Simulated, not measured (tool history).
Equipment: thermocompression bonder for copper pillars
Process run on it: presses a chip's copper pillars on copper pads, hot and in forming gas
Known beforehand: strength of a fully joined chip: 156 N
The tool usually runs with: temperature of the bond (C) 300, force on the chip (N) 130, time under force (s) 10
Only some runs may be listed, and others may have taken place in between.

run   hour  temperature of the bond (C)  force on the chip (N)  time under force (s)  force that shears a chip off (N)
  1      0                          300                    130                    10                              49.6
  2   16.5                          300                    130                    10                              49.2
  3   34.4                          300                    130                    10                              49.5
      38.9  -- heater calibrated with a thermocouple chip
  4   72.6                          300                    130                    10                              55.5
  5  105.2                          300                    130                    11                              57.1
  6  133.4                          302                    130                    11                                58
  7  158.7                          302                    130                    11                              57.3
  8  174.4                          302                    130                    11                              55.4
  9  196.8                          273                    130                    10                              38.5
 10  214.1                          273                    130                    10                              38.8
 11    234                          273                    106                    10                              31.4
 12    250                          273                    106                    10                              31.7
 13  274.7                          273                    106                    10                              30.5
 14  300.2                          273                    106                    10                              30.2
 15  326.4                          273                    106                    10                                29
 16  345.7                          273                    106                    10                              29.5
     348.5  -- forming gas filter changed
 17  361.7                          300                    130                    10                              53.6
 18    388                          296                    130                    10                              51.5
 19  418.9                          296                    130                    10                              50.8
 20  452.8                          300                    103                    10                              41.9
 21  481.2                          271                    130                    20                              49.2
 22  514.4                          271                    130                    20                              47.4
 23  549.5                          304                    130                     7                              45.2
 24  568.6                          304                    130                     7                              45.8
 25  600.9                          304                    130                     7                              43.9
 26  620.5                          304                    130                     7                              43.8
 27  644.9                          304                    130                     7                              43.6
 28  678.4                          300                    116                    10                              43.1
 29  696.1                          327                     83                    13                              46.2
 30  731.3                          317                     94                    10                              40.7
 31  746.8                          322                     94                    18                              54.6
 32  768.1                          307                    121                    12                              50.1
 33  798.2                          294                    100                    10                              32.4
     814.1  -- forming gas filter changed
 34  828.3                          275                    130                     8                              33.6
 35  856.7                          275                    130                     8                              33.5
     862.7  -- heater calibrated with a thermocouple chip
 36  882.4                          275                    130                     8                              38.5
 37  916.1                          275                     90                    12                              30.9
 38  937.2                          305                    161                    12                              73.9
 39  960.8                          305                    161                    12                              73.4
 40  983.1                          300                    128                    18                              66.4

Below are 3 alternative next runs, each starting from the tool's condition after run 40. Predict each:
  A  1000.2                          295                    128                    18                                 ?
  B  1000.2                          309                    178                    13                                 ?
  C  1000.2                          289                    128                    18                                 ?

run  force that shears a chip off (N)
  A                              62.6
  B                              82.7
  C                              58.8
Without the tool's hidden state the same runs would have given:
run  force that shears a chip off (N)
  A                              68.5
  B                              89.8
  C                              64.5

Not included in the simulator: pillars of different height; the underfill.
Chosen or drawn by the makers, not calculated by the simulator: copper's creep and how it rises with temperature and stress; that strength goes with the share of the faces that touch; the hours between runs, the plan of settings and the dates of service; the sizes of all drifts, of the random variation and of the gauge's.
